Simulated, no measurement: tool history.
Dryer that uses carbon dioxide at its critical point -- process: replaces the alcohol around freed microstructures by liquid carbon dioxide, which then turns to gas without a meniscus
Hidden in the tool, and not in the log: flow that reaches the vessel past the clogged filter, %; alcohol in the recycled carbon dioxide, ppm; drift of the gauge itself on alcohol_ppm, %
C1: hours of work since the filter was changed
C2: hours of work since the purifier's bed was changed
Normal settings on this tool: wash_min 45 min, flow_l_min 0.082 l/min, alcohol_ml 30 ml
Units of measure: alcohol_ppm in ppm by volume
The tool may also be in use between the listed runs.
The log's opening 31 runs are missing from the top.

{"run": 32, "hour": 343.2, "wash_min": 55, "flow_l_min": 0.0736, "alcohol_ml": 26, "C1": 12, "C2": 330, "alcohol_ppm": 119}
{"run": 33, "hour": 355.2, "wash_min": 55, "flow_l_min": 0.0736, "alcohol_ml": 26, "C1": 18, "C2": 336, "alcohol_ppm": 103}
{"run": 34, "hour": 361.7, "wash_min": 30, "flow_l_min": 0.0881, "alcohol_ml": 40, "C1": 22, "C2": 340, "alcohol_ppm": 1047}
{"run": 35, "hour": 369.3, "wash_min": 62, "flow_l_min": 0.0881, "alcohol_ml": 40, "C1": 26, "C2": 344, "alcohol_ppm": 54}
{"run": 36, "hour": 383.7, "wash_min": 60, "flow_l_min": 0.0881, "alcohol_ml": 55, "C1": 33, "C2": 352, "alcohol_ppm": 70}
{"run": 37, "hour": 390.1, "wash_min": 45, "flow_l_min": 0.1008, "alcohol_ml": 35, "C1": 37, "C2": 355, "alcohol_ppm": 100}
{"run": 38, "hour": 403.2, "wash_min": 47, "flow_l_min": 0.0497, "alcohol_ml": 106, "C1": 44, "C2": 362, "alcohol_ppm": 4343}
{"run": 39, "hour": 411.6, "wash_min": 54, "flow_l_min": 0.1026, "alcohol_ml": 64, "C1": 48, "C2": 367, "alcohol_ppm": 69}
{"run": 40, "hour": 422.1, "wash_min": 54, "flow_l_min": 0.1026, "alcohol_ml": 64, "C1": 54, "C2": 372, "alcohol_ppm": 72}
{"run": 41, "hour": 436.4, "wash_min": 45, "flow_l_min": 0.0532, "alcohol_ml": 61, "C1": 61, "C2": 380, "alcohol_ppm": 2319}

5 ways to go on from here, each from the tool as it stands after run 41. What would each give?
{"run": "A", "hour": 450.4, "wash_min": 32, "flow_l_min": 0.1189, "alcohol_ml": 46, "C1": 69, "C2": 387, "alcohol_ppm": "?"}
{"run": "B", "hour": 450.4, "wash_min": 28, "flow_l_min": 0.0613, "alcohol_ml": 106, "C1": 69, "C2": 387, "alcohol_ppm": "?"}
{"run": "C", "hour": 450.4, "wash_min": 63, "flow_l_min": 0.082, "alcohol_ml": 35, "C1": 69, "C2": 387, "alcohol_ppm": "?"}
{"run": "D", "hour": 450.4, "wash_min": 32, "flow_l_min": 0.0719, "alcohol_ml": 30, "C1": 69, "C2": 387, "alcohol_ppm": "?"}
{"run": "E", "hour": 450.4, "wash_min": 55, "flow_l_min": 0.082, "alcohol_ml": 30, "C1": 69, "C2": 387, "alcohol_ppm": "?"}

run=A alcohol_ppm=249
run=B alcohol_ppm=12197
run=C alcohol_ppm=66
run=D alcohol_ppm=1443
run=E alcohol_ppm=85
Without the tool's unlogged condition, the same runs would have read:
run=A alcohol_ppm=184
run=B alcohol_ppm=11668
run=C alcohol_ppm=14
run=D alcohol_ppm=1319
run=E alcohol_ppm=32

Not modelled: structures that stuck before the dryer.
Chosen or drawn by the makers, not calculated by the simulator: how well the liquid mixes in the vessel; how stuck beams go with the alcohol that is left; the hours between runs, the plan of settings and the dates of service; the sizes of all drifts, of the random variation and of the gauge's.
